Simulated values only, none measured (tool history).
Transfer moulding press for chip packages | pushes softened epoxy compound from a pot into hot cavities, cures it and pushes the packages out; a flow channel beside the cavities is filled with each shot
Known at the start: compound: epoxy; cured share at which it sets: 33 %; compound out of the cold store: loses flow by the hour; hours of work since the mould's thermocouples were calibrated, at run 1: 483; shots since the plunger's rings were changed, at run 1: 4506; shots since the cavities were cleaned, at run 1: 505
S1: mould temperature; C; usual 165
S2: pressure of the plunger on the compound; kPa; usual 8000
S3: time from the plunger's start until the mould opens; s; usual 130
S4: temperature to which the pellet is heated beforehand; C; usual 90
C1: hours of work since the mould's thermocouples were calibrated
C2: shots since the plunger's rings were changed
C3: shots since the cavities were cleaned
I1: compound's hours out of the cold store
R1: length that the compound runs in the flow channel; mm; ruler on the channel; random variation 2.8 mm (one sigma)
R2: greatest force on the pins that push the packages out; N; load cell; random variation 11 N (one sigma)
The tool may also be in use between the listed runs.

{"run": 1, "day": 0.0, "S1": 165, "S2": 8000, "S3": 130, "S4": 90, "C1": 483, "C2": 4506, "C3": 505, "I1": 24.2, "R1": 610, "R2": 829}
{"day": 0.55, "done": "cavities cleaned with cleaning compound and waxed"}
{"run": 2, "day": 3.0, "S1": 165, "S2": 8000, "S3": 165, "S4": 90, "C1": 520, "C2": 5031, "C3": 438, "I1": 33.6, "R1": 570, "R2": 652}
{"day": 3.933, "done": "cavities cleaned with cleaning compound and waxed"}
{"run": 3, "day": 5.188, "S1": 165, "S2": 7260, "S3": 165, "S4": 90, "C1": 546, "C2": 5411, "C3": 225, "I1": 27.5, "R1": 563, "R2": 558}
{"run": 4, "day": 6.883, "S1": 165, "S2": 7260, "S3": 165, "S4": 90, "C1": 567, "C2": 5714, "C3": 528, "I1": 36, "R1": 529, "R2": 663}
{"day": 7.396, "done": "cavities cleaned with cleaning compound and waxed"}
{"run": 5, "day": 9.575, "S1": 165, "S2": 7260, "S3": 165, "S4": 90, "C1": 600, "C2": 6184, "C3": 389, "I1": 42.2, "R1": 511, "R2": 634}
{"day": 10.679, "done": "cavities cleaned with cleaning compound and waxed"}
{"day": 12.071, "done": "mould's thermocouples calibrated"}
{"run": 6, "day": 12.717, "S1": 165, "S2": 7260, "S3": 165, "S4": 90, "C1": 8, "C2": 6719, "C3": 349, "I1": 31, "R1": 545, "R2": 667}
{"day": 13.771, "done": "plunger's sealing rings changed"}
{"day": 14.25, "done": "cavities cleaned with cleaning compound and waxed"}
{"run": 7, "day": 15.612, "S1": 165, "S2": 8000, "S3": 130, "S4": 100, "C1": 42, "C2": 318, "C3": 243, "I1": 20, "R1": 660, "R2": 724}
{"run": 8, "day": 17.312, "S1": 165, "S2": 8000, "S3": 130, "S4": 100, "C1": 63, "C2": 622, "C3": 547, "I1": 35.4, "R1": 606, "R2": 807}
{"day": 17.562, "done": "cavities cleaned with cleaning compound and waxed"}
{"run": 9, "day": 20.092, "S1": 165, "S2": 8700, "S3": 130, "S4": 90, "C1": 97, "C2": 1108, "C3": 453, "I1": 11.1, "R1": 721, "R2": 837}
{"day": 20.825, "done": "cavities cleaned with cleaning compound and waxed"}
{"run": 10, "day": 22.354, "S1": 165, "S2": 8700, "S3": 130, "S4": 90, "C1": 124, "C2": 1501, "C3": 273, "I1": 36.1, "R1": 626, "R2": 722}
{"day": 24.162, "done": "cavities cleaned with cleaning compound and waxed"}
{"run": 11, "day": 24.9, "S1": 165, "S2": 8700, "S3": 130, "S4": 90, "C1": 155, "C2": 1944, "C3": 131, "I1": 28, "R1": 647, "R2": 651}
{"run": 12, "day": 26.708, "S1": 165, "S2": 8000, "S3": 130, "S4": 90, "C1": 178, "C2": 2268, "C3": 455, "I1": 9.9, "R1": 683, "R2": 838}
{"day": 27.546, "done": "cavities cleaned with cleaning compound and waxed"}
{"run": 13, "day": 28.183, "S1": 165, "S2": 8000, "S3": 130, "S4": 90, "C1": 195, "C2": 2520, "C3": 114, "I1": 20.7, "R1": 639, "R2": 653}
{"run": 14, "day": 30.696, "S1": 165, "S2": 8000, "S3": 130, "S4": 90, "C1": 227, "C2": 2970, "C3": 564, "I1": 42.4, "R1": 567, "R2": 842}
{"day": 30.9, "done": "cavities cleaned with cleaning compound and waxed"}
{"run": 15, "day": 33.867, "S1": 165, "S2": 8360, "S3": 130, "S4": 83, "C1": 266, "C2": 3525, "C3": 530, "I1": 10.3, "R1": 676, "R2": 861}
{"day": 34.404, "done": "cavities cleaned with cleaning compound and waxed"}
{"run": 16, "day": 36.175, "S1": 165, "S2": 6170, "S3": 154, "S4": 97, "C1": 293, "C2": 3926, "C3": 316, "I1": 42.4, "R1": 489, "R2": 628}
{"day": 37.767, "done": "cavities cleaned with cleaning compound and waxed"}
{"run": 17, "day": 39.188, "S1": 163, "S2": 8000, "S3": 130, "S4": 90, "C1": 330, "C2": 4454, "C3": 255, "I1": 28.1, "R1": 602, "R2": 801}
{"day": 41.238, "done": "cavities cleaned with cleaning compound and waxed"}
{"run": 18, "day": 41.238, "S1": 163, "S2": 8000, "S3": 121, "S4": 90, "C1": 355, "C2": 4808, "C3": 0, "I1": 43.8, "R1": 551, "R2": 649}
{"run": 19, "day": 43.879, "S1": 165, "S2": 8000, "S3": 120, "S4": 90, "C1": 388, "C2": 5281, "C3": 473, "I1": 29.6, "R1": 586, "R2": 877}
{"day": 44.567, "done": "cavities cleaned with cleaning compound and waxed"}
{"run": 20, "day": 46.2, "S1": 171, "S2": 9630, "S3": 137, "S4": 83, "C1": 416, "C2": 5685, "C3": 292, "I1": 37.5, "R1": 589, "R2": 601}
{"day": 47.938, "done": "cavities cleaned with cleaning compound and waxed"}
{"run": 21, "day": 48.988, "S1": 171, "S2": 7430, "S3": 137, "S4": 83, "C1": 450, "C2": 6171, "C3": 187, "I1": 17, "R1": 569, "R2": 547}
{"day": 51.392, "done": "cavities cleaned with cleaning compound and waxed"}
{"run": 22, "day": 52.154, "S1": 165, "S2": 8000, "S3": 144, "S4": 98, "C1": 489, "C2": 6726, "C3": 136, "I1": 44, "R1": 525, "R2": 557}
{"day": 53.146, "done": "plunger's sealing rings changed"}
{"day": 54.829, "done": "cavities cleaned with cleaning compound and waxed"}
{"run": 23, "day": 55.004, "S1": 165, "S2": 9300, "S3": 144, "S4": 89, "C1": 522, "C2": 321, "C3": 32, "I1": 34.8, "R1": 661, "R2": 515}
{"run": 24, "day": 57.175, "S1": 165, "S2": 6340, "S3": 130, "S4": 97, "C1": 549, "C2": 709, "C3": 420, "I1": 40.9, "R1": 524, "R2": 749}
{"day": 58.133, "done": "cavities cleaned with cleaning compound and waxed"}
{"run": 25, "day": 58.592, "S1": 172, "S2": 6820, "S3": 130, "S4": 95, "C1": 566, "C2": 951, "C3": 82, "I1": 30.8, "R1": 545, "R2": 487}
{"run": 26, "day": 60.154, "S1": 162, "S2": 6890, "S3": 114, "S4": 82, "C1": 585, "C2": 1230, "C3": 361, "I1": 44.5, "R1": 543, "R2": 1108}
{"day": 61.417, "done": "cavities cleaned with cleaning compound and waxed"}
{"run": 27, "day": 61.871, "S1": 162, "S2": 9640, "S3": 114, "S4": 82, "C1": 606, "C2": 1526, "C3": 81, "I1": 35.1, "R1": 680, "R2": 936}

Hidden state at the last listed run before each entry between runs and at the first one after, where it differs:
Between runs 1 and 2: cavities cleaned with cleaning compound and waxed (day 0.55)
  true mould temperature over the reading, C: 0.89 -> 0.95; pressure that reaches the compound, % of what is set: 87.22 -> 85.73; grip of the stained cavities, % over clean ones': 56.3 -> 47.4
  measured less the result without the state, R1: -47 -> -50 mm; R2: +270 -> +203 N
Between runs 2 and 3: cavities cleaned with cleaning compound and waxed (day 3.933)
  true mould temperature over the reading, C: 0.95 -> 0.99; pressure that reaches the compound, % of what is set: 85.73 -> 84.78; grip of the stained cavities, % over clean ones': 47.4 -> 27.9
  measured less the result without the state, R1: -50 -> -53 mm; R2: +203 -> +116 N
Between runs 4 and 5: cavities cleaned with cleaning compound and waxed (day 7.396)
  true mould temperature over the reading, C: 1.03 -> 1.08; pressure that reaches the compound, % of what is set: 83.91 -> 82.68; grip of the stained cavities, % over clean ones': 51.7 -> 44.6
  measured less the result without the state, R1: -52 -> -54 mm; R2: +217 -> +191 N
Between runs 5 and 6: cavities cleaned with cleaning compound and waxed (day 10.679); mould's thermocouples calibrated (day 12.071)
  true mould temperature over the reading, C: 1.08 -> 0.06; pressure that reaches the compound, % of what is set: 82.68 -> 81.28; grip of the stained cavities, % over clean ones': 44.6 -> 43.6
  measured less the result without the state, R1: -54 -> -60 mm; R2: +191 -> +202 N
Between runs 6 and 7: plunger's sealing rings changed (day 13.771); cavities cleaned with cleaning compound and waxed (day 14.25)
  true mould temperature over the reading, C: 0.06 -> 0.12; pressure that reaches the compound, % of what is set: 81.28 -> 98.17; grip of the stained cavities, % over clean ones': 43.6 -> 30.8
  measured less the result without the state, R1: -60 -> -7 mm; R2: +202 -> +167 N
Between runs 8 and 9: cavities cleaned with cleaning compound and waxed (day 17.562)
  true mould temperature over the reading, C: 0.15 -> 0.19; pressure that reaches the compound, % of what is set: 97.3 -> 96.04; grip of the stained cavities, % over clean ones': 53 -> 47.8
  measured less the result without the state, R1: -9 -> -16 mm; R2: +274 -> +263 N
Between runs 9 and 10: cavities cleaned with cleaning compound and waxed (day 20.825)
  true mould temperature over the reading, C: 0.19 -> 0.24; pressure that reaches the compound, % of what is set: 96.04 -> 94.97; grip of the stained cavities, % over clean ones': 47.8 -> 37.2
  measured less the result without the state, R1: -16 -> -17 mm; R2: +263 -> +190 N
Between runs 10 and 11: cavities cleaned with cleaning compound and waxed (day 24.162)
  true mould temperature over the reading, C: 0.24 -> 0.29; pressure that reaches the compound, % of what is set: 94.97 -> 93.74; grip of the stained cavities, % over clean ones': 37.2 -> 19.3
  measured less the result without the state, R1: -17 -> -23 mm; R2: +190 -> +97 N
Between runs 12 and 13: cavities cleaned with cleaning compound and waxed (day 27.546)
  true mould temperature over the reading, C: 0.33 -> 0.36; pressure that reaches the compound, % of what is set: 92.95 -> 92.22; grip of the stained cavities, % over clean ones': 46.9 -> 18.6
  measured less the result without the state, R1: -27 -> -28 mm; R2: +257 -> +91 N
Between runs 14 and 15: cavities cleaned with cleaning compound and waxed (day 30.9)
  true mould temperature over the reading, C: 0.41 -> 0.47; pressure that reaches the compound, % of what is set: 90.98 -> 89.44; grip of the stained cavities, % over clean ones': 55.5 -> 52.8
  measured less the result without the state, R1: -29 -> -41 mm; R2: +288 -> +280 N
Between runs 15 and 16: cavities cleaned with cleaning compound and waxed (day 34.404)
  true mould temperature over the reading, C: 0.47 -> 0.52; pressure that reaches the compound, % of what is set: 89.44 -> 88.25; grip of the stained cavities, % over clean ones': 52.8 -> 40.8
  measured less the result without the state, R1: -41 -> -33 mm; R2: +280 -> +176 N
Between runs 16 and 17: cavities cleaned with cleaning compound and waxed (day 37.767)
  true mould temperature over the reading, C: 0.52 -> 0.58; pressure that reaches the compound, % of what is set: 88.25 -> 86.76; grip of the stained cavities, % over clean ones': 40.8 -> 32.3
  measured less the result without the state, R1: -33 -> -47 mm; R2: +176 -> +172 N
Between runs 17 and 18: cavities cleaned with cleaning compound and waxed (day 41.238)
  true mould temperature over the reading, C: 0.58 -> 0.62; pressure that reaches the compound, % of what is set: 86.76 -> 85.73; grip of the stained cavities, % over clean ones': 32.3 -> 1.2
  measured less the result without the state, R1: -47 -> -46 mm; R2: +172 -> -24 N
Between runs 19 and 20: cavities cleaned with cleaning compound and waxed (day 44.567)
  true mould temperature over the reading, C: 0.67 -> 0.72; pressure that reaches the compound, % of what is set: 84.38 -> 83.25; grip of the stained cavities, % over clean ones': 46.7 -> 35.2
  measured less the result without the state, R1: -54 -> -59 mm; R2: +251 -> +154 N
Between runs 20 and 21: cavities cleaned with cleaning compound and waxed (day 47.938)
  true mould temperature over the reading, C: 0.72 -> 0.77; pressure that reaches the compound, % of what is set: 83.25 -> 82.03; grip of the stained cavities, % over clean ones': 35.2 -> 27.7
  measured less the result without the state, R1: -59 -> -62 mm; R2: +154 -> +115 N
Between runs 21 and 22: cavities cleaned with cleaning compound and waxed (day 51.392)
  true mould temperature over the reading, C: 0.77 -> 0.83; pressure that reaches the compound, % of what is set: 82.03 -> 80.53; grip of the stained cavities, % over clean ones': 27.7 -> 22.6
  measured less the result without the state, R1: -62 -> -63 mm; R2: +115 -> +92 N
Between runs 22 and 23: plunger's sealing rings changed (day 53.146); cavities cleaned with cleaning compound and waxed (day 54.829)
  true mould temperature over the reading, C: 0.83 -> 0.89; pressure that reaches the compound, % of what is set: 80.53 -> 98.38; grip of the stained cavities, % over clean ones': 22.6 -> 9
  measured less the result without the state, R1: -63 -> -9 mm; R2: +92 -> +28 N
Between runs 24 and 25: cavities cleaned with cleaning compound and waxed (day 58.133)
  true mould temperature over the reading, C: 0.93 -> 0.96; pressure that reaches the compound, % of what is set: 97.39 -> 96.79; grip of the stained cavities, % over clean ones': 47.4 -> 11.5
  measured less the result without the state, R1: -10 -> -12 mm; R2: +216 -> +46 N
Between runs 26 and 27: cavities cleaned with cleaning compound and waxed (day 61.417)
  true mould temperature over the reading, C: 0.99 -> 1.02; pressure that reaches the compound, % of what is set: 96.09 -> 95.26; grip of the stained cavities, % over clean ones': 41.5 -> 15.7
  measured less the result without the state, R1: -14 -> -21 mm; R2: +257 -> +55 N
